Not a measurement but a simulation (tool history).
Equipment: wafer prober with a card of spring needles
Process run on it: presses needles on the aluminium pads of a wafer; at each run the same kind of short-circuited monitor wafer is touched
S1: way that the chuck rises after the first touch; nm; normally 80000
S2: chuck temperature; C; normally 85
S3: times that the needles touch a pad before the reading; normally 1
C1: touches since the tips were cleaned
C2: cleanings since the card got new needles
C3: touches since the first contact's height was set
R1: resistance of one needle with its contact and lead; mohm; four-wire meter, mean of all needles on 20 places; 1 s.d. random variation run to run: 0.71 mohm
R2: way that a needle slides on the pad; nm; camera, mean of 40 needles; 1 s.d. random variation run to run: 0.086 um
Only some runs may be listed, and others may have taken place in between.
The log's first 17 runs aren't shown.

run   hour     S1   S2  S3    C1  C2      C3     R1     R2
     116.0  -- tips cleaned on abrasive film
 18  117.2  64000   85   1   484  51  138526  198.1  17670
     122.7  -- tips cleaned on abrasive film
 19  123.1  82000   85   2   173  52  140825  197.5  22650
 20  128.0  85000   67   2  2087  52  142739  194.0  23600
     129.1  -- tips cleaned on abrasive film
     135.6  -- tips cleaned on abrasive film
 21  136.4  80000   94   1   301  54  145995  199.0  22350
 22  141.2  80000   94   1  2195  54  147889  198.7  22320
     142.4  -- tips cleaned on abrasive film
 23  147.0  65000  122   1  1841  55  150163  206.5  18100
     148.8  -- tips cleaned on abrasive film
 24  152.4  78000   35   1  1442  56  152272  185.3  21700
     155.4  -- tips cleaned on abrasive film
 25  157.2  93000   85   3   719  57  154117  195.3  25960
     162.1  -- tips cleaned on abrasive film
 26  164.4  93000   85   1   916  58  156937  197.2  25910
     168.8  -- tips cleaned on abrasive film
 27  171.2  93000   85   1   974  59  159594  197.0  25970
     175.1  -- tips cleaned on abrasive film
 28  176.6  93000   85   2   602  60  161673  196.6  25860
     181.3  -- tips cleaned on abrasive film
 29  185.6  77000   41   2  1715  61  165198  187.8  21630
     187.7  -- tips cleaned on abrasive film
 30  193.3  77000   41   2  2212  62  168191  187.9  21480
     194.0  -- tips cleaned on abrasive film
 31  198.8  63000   44   2  1916  63  170345  188.2  17780
     200.3  -- tips cleaned on abrasive film
 32  204.1  63000   44   2  1490  64  172403  188.9  17570
     207.0  -- tips cleaned on abrasive film
 33  212.6  63000   44   2  2233  65  175730  189.0  17500
     213.2  -- tips cleaned on abrasive film
 34  217.5  75000   37   1  1702  66  177632  186.0  21060

Predict each of these 3 candidate next runs independently; none follows another, all start after run 34:
     219.8  -- tips cleaned on abrasive film
  A  223.4  73000  85   1  1401  67  179911   ?   ?
     219.8  -- tips cleaned on abrasive film
  B  223.4  75000  74   2  1401  67  179911   ?   ?
     219.8  -- tips cleaned on abrasive film
  C  223.4  91000  36   1  1401  67  179911   ?   ?

run     R1     R2
  A  197.8  20650
  B  194.1  20970
  C  186.2  25500
The same runs, with their run-to-run variation unchanged, on a tool lacking any hidden condition would have given:
run     R1     R2
  A  197.8  20200
  B  194.1  20510
  C  186.2  24950

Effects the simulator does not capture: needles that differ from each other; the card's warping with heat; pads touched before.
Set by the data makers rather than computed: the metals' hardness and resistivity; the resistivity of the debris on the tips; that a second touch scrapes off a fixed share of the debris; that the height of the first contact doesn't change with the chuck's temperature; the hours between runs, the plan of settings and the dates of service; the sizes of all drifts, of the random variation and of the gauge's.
